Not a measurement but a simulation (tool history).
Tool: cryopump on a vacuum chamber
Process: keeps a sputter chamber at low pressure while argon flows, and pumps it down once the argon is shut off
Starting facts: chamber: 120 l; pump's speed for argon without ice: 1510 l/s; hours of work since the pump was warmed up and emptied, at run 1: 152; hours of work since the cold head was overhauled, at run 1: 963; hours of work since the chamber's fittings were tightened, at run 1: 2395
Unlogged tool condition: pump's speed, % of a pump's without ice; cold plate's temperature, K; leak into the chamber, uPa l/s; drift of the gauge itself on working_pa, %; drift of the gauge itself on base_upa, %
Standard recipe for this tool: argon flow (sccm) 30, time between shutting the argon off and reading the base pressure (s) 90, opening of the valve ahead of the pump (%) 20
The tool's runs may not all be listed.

run    hour  argon flow (sccm)  time between shutting the argon off and reading the base pressure (s)  opening of the valve ahead of the pump (%)  hours of work since the pump was warmed up and emptied  hours of work since the cold head was overhauled  hours of work since the chamber's fittings were tightened  pressure while argon flows (Pa)  pressure after the wait (uPa)
  1       0                 30                                                                     90                                          20                                                     152                                               963                                                       2395                           0.1704                           3.25
  2    35.4                 30                                                                     90                                          20                                                     178                                               989                                                       2421                           0.1708                           3.26
       73.3  -- leaking fittings of the chamber tightened, without venting
  3   115.7                 30                                                                     90                                          48                                                     235                                              1046                                                         31                           0.0736                           1.24
  4   172.9                 30                                                                     90                                          26                                                     276                                              1088                                                         73                           0.1324                           1.27
  5   217.6                 30                                                                     90                                          26                                                     309                                              1120                                                        105                           0.1338                           1.26
      283.4  -- pump warmed up, emptied and cooled again
  6   293.4                 30                                                                     90                                          20                                                       7                                              1172                                                        157                           0.1686                           1.29
  7     363                 30                                                                     90                                          20                                                      58                                              1223                                                        208                           0.1699                           1.34
  8     424                 28                                                                     90                                          20                                                     103                                              1267                                                        252                            0.159                           1.38
  9   483.8                 30                                                                     90                                          37                                                     146                                              1311                                                        296                           0.0935                           1.44
 10   542.6                 30                                                                     90                                          20                                                     189                                              1354                                                        339                           0.1719                           1.49
 11   584.7                 30                                                                     90                                          19                                                     220                                              1385                                                        369                           0.1805                           1.56
 12   655.8                 51                                                                     90                                          20                                                     272                                              1436                                                        421                           0.2939                           1.64
 13   734.8                 51                                                                     90                                          20                                                     329                                              1494                                                        479                           0.2946                            1.7
      770.2  -- pump warmed up, emptied and cooled again
 14     821                 30                                                                    204                                          20                                                      37                                              1553                                                        538                            0.169                           1.09
 15   862.7                 30                                                                    204                                          26                                                      67                                              1584                                                        569                            0.131                           1.13
 16   917.4                 50                                                                    119                                          21                                                     107                                              1624                                                        608                           0.2695                           1.46
 17   965.1                 46                                                                    119                                          21                                                     142                                              1658                                                        643                           0.2498                           1.47
 18  1006.6                 53                                                                    155                                          50                                                     172                                              1689                                                        674                            0.124                            1.4
 19  1041.8                 15                                                                    262                                          18                                                     198                                              1714                                                        699                           0.0945                           1.17
 20  1090.3                 15                                                                    262                                          18                                                     234                                              1750                                                        735                           0.0953                           1.23
 21  1146.9                 39                                                                     29                                          35                                                     275                                              1791                                                        776                           0.1297                           4.06

5 options for the next run, each taken on its own from the tool as it stands now. Forecast them:
  A  1200.9                 30                                                                    157                                          20                                                     314                                              1830                                                        815                                ?                              ?
  B  1200.9                 43                                                                    136                                          18                                                     314                                              1830                                                        815                                ?                              ?
  C  1200.9                 51                                                                     90                                          50                                                     314                                              1830                                                        815                                ?                              ?
  D  1200.9                 16                                                                     90                                          40                                                     314                                              1830                                                        815                                ?                              ?
  E  1200.9                 19                                                                     29                                          41                                                     314                                              1830                                                        815                                ?                              ?

run  pressure while argon flows (Pa)  pressure after the wait (uPa)
  A                           0.1737                           1.56
  B                            0.276                           1.65
  C                            0.123                           1.98
  D                            0.048                           1.95
  E                            0.055                           4.14
Without the tool's hidden state the same runs would have given:
run  pressure while argon flows (Pa)  pressure after the wait (uPa)
  A                           0.1685                           0.78
  B                           0.2686                           0.87
  C                           0.1142                            1.2
  D                           0.0452                           1.17
  E                           0.0517                           3.35

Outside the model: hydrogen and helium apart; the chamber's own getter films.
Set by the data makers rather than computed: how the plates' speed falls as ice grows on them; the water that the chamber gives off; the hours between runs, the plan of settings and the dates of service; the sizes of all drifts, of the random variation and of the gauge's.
